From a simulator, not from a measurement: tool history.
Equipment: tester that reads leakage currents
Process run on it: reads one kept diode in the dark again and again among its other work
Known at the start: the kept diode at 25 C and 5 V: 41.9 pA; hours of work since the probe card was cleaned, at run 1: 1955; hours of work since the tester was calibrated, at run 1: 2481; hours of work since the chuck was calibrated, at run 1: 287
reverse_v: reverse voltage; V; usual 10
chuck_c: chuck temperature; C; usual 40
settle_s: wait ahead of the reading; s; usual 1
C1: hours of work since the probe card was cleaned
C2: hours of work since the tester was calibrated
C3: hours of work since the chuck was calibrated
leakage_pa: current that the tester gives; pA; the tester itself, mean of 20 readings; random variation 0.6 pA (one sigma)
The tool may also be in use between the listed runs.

{"run": 1, "day": 0.0, "reverse_v": 10, "chuck_c": 40, "settle_s": 1, "C1": 1955, "C2": 2481, "C3": 287, "leakage_pa": 207.33}
{"day": 2.212, "done": "tester calibrated"}
{"run": 2, "day": 2.758, "reverse_v": 10, "chuck_c": 40, "settle_s": 1, "C1": 2004, "C2": 10, "C3": 336, "leakage_pa": 210.55}
{"run": 3, "day": 5.325, "reverse_v": 10, "chuck_c": 40, "settle_s": 2.2, "C1": 2052, "C2": 58, "C3": 384, "leakage_pa": 210.55}
{"run": 4, "day": 8.617, "reverse_v": 10, "chuck_c": 40, "settle_s": 2.2, "C1": 2113, "C2": 119, "C3": 445, "leakage_pa": 210.76}
{"run": 5, "day": 10.8, "reverse_v": 10, "chuck_c": 40, "settle_s": 4.65, "C1": 2154, "C2": 159, "C3": 486, "leakage_pa": 208.95}
{"run": 6, "day": 13.675, "reverse_v": 10, "chuck_c": 40, "settle_s": 1, "C1": 2207, "C2": 213, "C3": 539, "leakage_pa": 210.24}
{"run": 7, "day": 16.754, "reverse_v": 10, "chuck_c": 40, "settle_s": 1, "C1": 2264, "C2": 270, "C3": 596, "leakage_pa": 210.43}
{"run": 8, "day": 18.892, "reverse_v": 10, "chuck_c": 40, "settle_s": 1, "C1": 2304, "C2": 309, "C3": 636, "leakage_pa": 209.41}
{"run": 9, "day": 22.704, "reverse_v": 11.4, "chuck_c": 40, "settle_s": 2.52, "C1": 2374, "C2": 380, "C3": 706, "leakage_pa": 226.82}
{"run": 10, "day": 26.425, "reverse_v": 4.2, "chuck_c": 40, "settle_s": 6.77, "C1": 2443, "C2": 449, "C3": 775, "leakage_pa": 121.19}
{"run": 11, "day": 29.892, "reverse_v": 18.5, "chuck_c": 30, "settle_s": 6.77, "C1": 2508, "C2": 513, "C3": 840, "leakage_pa": 163.73}
{"run": 12, "day": 33.046, "reverse_v": 18.5, "chuck_c": 26, "settle_s": 3.27, "C1": 2566, "C2": 572, "C3": 898, "leakage_pa": 129.09}
{"run": 13, "day": 35.567, "reverse_v": 3.2, "chuck_c": 40, "settle_s": 6.38, "C1": 2613, "C2": 618, "C3": 945, "leakage_pa": 102.28}
{"run": 14, "day": 38.792, "reverse_v": 3.2, "chuck_c": 40, "settle_s": 6.38, "C1": 2673, "C2": 678, "C3": 1005, "leakage_pa": 102.13}
{"run": 15, "day": 40.967, "reverse_v": 2.3, "chuck_c": 39, "settle_s": 1.52, "C1": 2713, "C2": 719, "C3": 1045, "leakage_pa": 77.98}
{"run": 16, "day": 44.442, "reverse_v": 8.5, "chuck_c": 31, "settle_s": 0.46, "C1": 2777, "C2": 783, "C3": 1109, "leakage_pa": 105.18}

Branching from run 16: 3 alternative next runs. What would each branch give?
{"run": "A", "day": 46.704, "reverse_v": 3.3, "chuck_c": 52, "settle_s": 1.62, "C1": 2819, "C2": 825, "C3": 1151, "leakage_pa": "?"}
{"run": "B", "day": 46.704, "reverse_v": 7.6, "chuck_c": 55, "settle_s": 0.51, "C1": 2819, "C2": 825, "C3": 1151, "leakage_pa": "?"}
{"run": "C", "day": 46.704, "reverse_v": 10.2, "chuck_c": 48, "settle_s": 0.37, "C1": 2819, "C2": 825, "C3": 1151, "leakage_pa": "?"}

run=A leakage_pa=230.72
run=B leakage_pa=469.04
run=C leakage_pa=360.12
Had the tool no hidden state, the same runs would have come out as:
run=A leakage_pa=238.78
run=B leakage_pa=482.79
run=C leakage_pa=361.54
